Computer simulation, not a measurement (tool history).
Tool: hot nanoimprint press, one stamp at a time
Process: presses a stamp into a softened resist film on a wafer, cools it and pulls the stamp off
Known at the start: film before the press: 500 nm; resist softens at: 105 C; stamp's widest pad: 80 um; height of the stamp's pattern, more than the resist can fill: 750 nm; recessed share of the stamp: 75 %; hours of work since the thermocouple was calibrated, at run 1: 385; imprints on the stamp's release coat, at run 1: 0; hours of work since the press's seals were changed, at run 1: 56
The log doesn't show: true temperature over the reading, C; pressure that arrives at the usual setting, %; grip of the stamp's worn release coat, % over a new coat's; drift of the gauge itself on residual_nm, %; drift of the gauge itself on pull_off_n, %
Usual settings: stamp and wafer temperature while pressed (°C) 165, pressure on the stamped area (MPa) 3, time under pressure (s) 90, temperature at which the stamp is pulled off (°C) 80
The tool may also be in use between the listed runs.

run	hour	stamp and wafer temperature while pressed (°C)	pressure on the stamped area (MPa)	time under pressure (s)	temperature at which the stamp is pulled off (°C)	hours of work since the thermocouple was calibrated	imprints on the stamp's release coat	hours of work since the press's seals were changed	resist left under the stamp's widest pad (nm)	greatest force while the stamp is pulled off (N)
1	0	165	3	90	80	385	0	56	222.7	112
2	8	165	3	90	78	390	35	62	224	120
3	14.7	165	3	90	78	395	65	67	222.9	122
4	22.6	165	3	90	80	400	100	72	224.4	117
5	31.1	165	3	90	80	406	138	78	223.7	119
6	38.6	165	3	90	80	411	171	83	223.4	119
7	47.7	165	3	90	81	418	212	89	223.6	116
8	56.4	165	3	90	81	424	251	95	221.9	118
9	62.9	165	3	90	81	428	280	100	222.4	117
10	68	165	3	143	80	431	302	103	190.2	122
11	72.3	165	3	143	80	434	322	106	190.2	122
12	78.8	165	3	149	80	439	351	111	187.2	121
13	86.3	165	1.84	90	80	444	384	116	284.7	123
14	95.7	165	3	90	80	451	426	122	221.5	124
15	100.6	165	4.07	90	80	454	447	126	187.3	125
16	109.9	165	4.07	90	80	460	489	132	187.2	126
17	116.8	165	4.07	90	80	465	520	137	186.1	128
18	124.9	165	4.07	90	80	471	556	143	188.3	127
19	131.2	158	4.07	90	80	475	584	147	271.8	129
20	135.5	158	4.07	90	80	478	603	150	273.9	127
21	142.3	158	4.46	90	87	483	633	155	258.5	103
22	150.1	158	4.46	90	87	488	668	160	261.1	107
23	158.5	176	4.02	90	79	494	705	166	107.2	134
24	165.9	176	4.02	90	79	499	738	171	107.5	134
25	173.2	176	4.02	90	79	504	771	176	107	137
26	178.5	170	4.08	90	68	508	794	180	144	173
27	187.2	156	2.97	90	76	514	833	185	340.5	147
# hour 197.2: plate thermocouple calibrated
28	199.2	165	3	119	83	1	873	192	224	132
29	207.2	165	4.51	61	80	7	908	197	225.9	140
30	216.5	165	4.51	61	80	13	950	204	226.2	144

How the hidden state differs across the entries between the runs, from the last listed run before each to the first after it:
Between runs 27 and 28: plate thermocouple calibrated (hour 197.2)
  true temperature over the reading, C: 2.18 -> 0.02; pressure that arrives at the usual setting, %: 98.54 -> 98.5; grip of the stamp's worn release coat, % over a new coat's: 17.7 -> 18.5
  measured less the result without the state, resist left under the stamp's widest pad (nm): -29.2 -> +1.7; greatest force while the stamp is pulled off (N): +15 -> +20
